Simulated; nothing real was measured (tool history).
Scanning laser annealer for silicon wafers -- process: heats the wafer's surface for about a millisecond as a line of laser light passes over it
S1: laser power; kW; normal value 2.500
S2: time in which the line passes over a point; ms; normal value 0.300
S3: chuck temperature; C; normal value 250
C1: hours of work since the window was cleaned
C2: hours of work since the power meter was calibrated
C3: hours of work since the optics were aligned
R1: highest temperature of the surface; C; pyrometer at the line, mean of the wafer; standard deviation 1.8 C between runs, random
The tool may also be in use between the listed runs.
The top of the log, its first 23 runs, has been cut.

{"run": 24, "day": 15.808, "S1": 2.534, "S2": 0.274, "S3": 280, "C1": 483, "C2": 534, "C3": 1193, "R1": 999}
{"run": 25, "day": 16.304, "S1": 2.534, "S2": 0.316, "S3": 260, "C1": 490, "C2": 541, "C3": 1200, "R1": 1032}
{"run": 26, "day": 17.038, "S1": 2.534, "S2": 0.221, "S3": 213, "C1": 501, "C2": 552, "C3": 1211, "R1": 870}
{"run": 27, "day": 17.846, "S1": 2.417, "S2": 0.254, "S3": 220, "C1": 513, "C2": 564, "C3": 1223, "R1": 880}
{"run": 28, "day": 18.296, "S1": 2.298, "S2": 0.235, "S3": 272, "C1": 520, "C2": 571, "C3": 1230, "R1": 867}
{"run": 29, "day": 19.054, "S1": 2.298, "S2": 0.334, "S3": 272, "C1": 531, "C2": 582, "C3": 1241, "R1": 965}
{"run": 30, "day": 19.946, "S1": 2.298, "S2": 0.334, "S3": 272, "C1": 544, "C2": 596, "C3": 1254, "R1": 966}
{"run": 31, "day": 20.854, "S1": 2.298, "S2": 0.334, "S3": 272, "C1": 558, "C2": 609, "C3": 1268, "R1": 965}
{"run": 32, "day": 21.621, "S1": 2.298, "S2": 0.213, "S3": 282, "C1": 569, "C2": 621, "C3": 1279, "R1": 849}
{"run": 33, "day": 22.054, "S1": 2.298, "S2": 0.213, "S3": 282, "C1": 576, "C2": 627, "C3": 1286, "R1": 849}

Forecast each of these 5 alternatives for the next run:
{"run": "A", "day": 22.754, "S1": 2.353, "S2": 0.229, "S3": 282, "C1": 586, "C2": 637, "C3": 1296, "R1": "?"}
{"run": "B", "day": 22.754, "S1": 2.298, "S2": 0.213, "S3": 249, "C1": 586, "C2": 637, "C3": 1296, "R1": "?"}
{"run": "C", "day": 22.754, "S1": 2.546, "S2": 0.225, "S3": 226, "C1": 586, "C2": 637, "C3": 1296, "R1": "?"}
{"run": "D", "day": 22.754, "S1": 2.264, "S2": 0.213, "S3": 283, "C1": 586, "C2": 637, "C3": 1296, "R1": "?"}
{"run": "E", "day": 22.754, "S1": 2.298, "S2": 0.222, "S3": 249, "C1": 586, "C2": 637, "C3": 1296, "R1": "?"}

run=A R1=886
run=B R1=816
run=C R1=885
run=D R1=840
run=E R1=827
Without the tool's unlogged condition, the same runs would have read:
run=A R1=925
run=B R1=853
run=C R1=928
run=D R1=877
run=E R1=865
